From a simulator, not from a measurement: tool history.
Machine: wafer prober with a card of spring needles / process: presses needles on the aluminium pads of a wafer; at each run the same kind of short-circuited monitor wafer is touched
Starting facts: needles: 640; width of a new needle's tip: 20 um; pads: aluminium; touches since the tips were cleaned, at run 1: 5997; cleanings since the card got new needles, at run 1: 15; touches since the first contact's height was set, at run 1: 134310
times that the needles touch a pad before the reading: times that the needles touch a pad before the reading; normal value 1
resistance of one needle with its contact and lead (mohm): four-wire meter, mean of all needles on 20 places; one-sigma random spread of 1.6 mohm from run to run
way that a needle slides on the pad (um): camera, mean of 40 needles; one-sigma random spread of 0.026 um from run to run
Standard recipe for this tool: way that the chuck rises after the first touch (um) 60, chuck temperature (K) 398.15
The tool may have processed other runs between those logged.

run   hour  way that the chuck rises after the first touch (um)  chuck temperature (K)  times that the needles touch a pad before the reading  touches since the tips were cleaned  cleanings since the card got new needles  touches since the first contact's height was set  resistance of one needle with its contact and lead (mohm)  way that a needle slides on the pad (um)
  1    0.0                                                   60                 398.15                                                      1                                 5997                                        15                                            134310                                                        159                                      9.00
       7.2  -- tips cleaned on abrasive film
  2   21.7                                                   60                 398.15                                                      1                                 4164                                        16                                            140523                                                        156                                      9.01
      35.4  -- tips cleaned on abrasive film
  3   56.0                                                   60                 398.15                                                      1                                 5932                                        17                                            150372                                                        160                                      9.04
      61.0  -- tips cleaned on abrasive film
  4   84.5                                                   60                 398.15                                                      1                                 6768                                        18                                            158552                                                        161                                      9.00
      89.2  -- tips cleaned on abrasive film
  5  112.6                                                   60                 398.15                                                      1                                 6735                                        19                                            166586                                                        158                                      8.99
     115.6  -- tips cleaned on abrasive film
  6  131.9                                                   60                 398.15                                                      1                                 4712                                        20                                            172130                                                        153                                      8.98
     143.3  -- tips cleaned on abrasive film
  7  158.0                                                   60                 398.15                                                      1                                 4238                                        21                                            179606                                                        158                                      9.01
     170.9  -- tips cleaned on abrasive film
  8  191.7                                                   60                 398.15                                                      1                                 6001                                        22                                            189276                                                        158                                      8.99
     198.0  -- tips cleaned on abrasive film
  9  210.8                                                   60                 398.15                                                      3                                 3657                                        23                                            194723                                                        159                                      8.97
     224.5  -- tips cleaned on abrasive film
 10  236.2                                                   64                 398.15                                                      1                                 3367                                        24                                            202017                                                        156                                      9.60
     252.1  -- tips cleaned on abrasive film
 11  260.6                                                   75                 311.15                                                      2                                 2453                                        25                                            209007                                                        140                                     11.24
     278.8  -- tips cleaned on abrasive film
 12  292.2                                                   53                 311.15                                                      3                                 3849                                        26                                            218059                                                        147                                      7.94
     305.1  -- tips cleaned on abrasive film
 13  311.3                                                   44                 398.15                                                      2                                 1789                                        27                                            223540                                                        170                                      6.60
     331.2  -- tips cleaned on abrasive film
 14  347.6                                                   44                 398.15                                                      2                                 4730                                        28                                            233960                                                        169                                      6.59
     357.0  -- tips cleaned on abrasive film
 15  374.8                                                   40                 333.15                                                      3                                 5120                                        29                                            241747                                                        157                                      6.04
     384.9  -- tips cleaned on abrasive film
     385.2  -- height of the first contact set anew
 16  395.1                                                   58                 316.15                                                      2                                 2862                                        30                                              2862                                                        145                                      8.74

Alternative continuations, all from the tool just after run 16; predict every row:
     413.6  -- tips cleaned on abrasive film
  A  424.6                                                   60                 398.15                                                      2                                 3153                                        31                                             11305                                                          ?                                         ?
     413.6  -- tips cleaned on abrasive film
  B  424.6                                                   55                 398.15                                                      1                                 3153                                        31                                             11305                                                          ?                                         ?
     413.6  -- tips cleaned on abrasive film
  C  424.6                                                   58                 323.15                                                      1                                 3153                                        31                                             11305                                                          ?                                         ?
     413.6  -- tips cleaned on abrasive film
  D  424.6                                                   79                 386.15                                                      2                                 3153                                        31                                             11305                                                          ?                                         ?

run  resistance of one needle with its contact and lead (mohm)  way that a needle slides on the pad (um)
  A                                                        156                                      9.04
  B                                                        162                                      8.28
  C                                                        146                                      8.72
  D                                                        152                                     11.83
Without the tool's hidden state the same runs would have given:
run  resistance of one needle with its contact and lead (mohm)  way that a needle slides on the pad (um)
  A                                                        156                                      9.04
  B                                                        161                                      8.28
  C                                                        145                                      8.72
  D                                                        152                                     11.83

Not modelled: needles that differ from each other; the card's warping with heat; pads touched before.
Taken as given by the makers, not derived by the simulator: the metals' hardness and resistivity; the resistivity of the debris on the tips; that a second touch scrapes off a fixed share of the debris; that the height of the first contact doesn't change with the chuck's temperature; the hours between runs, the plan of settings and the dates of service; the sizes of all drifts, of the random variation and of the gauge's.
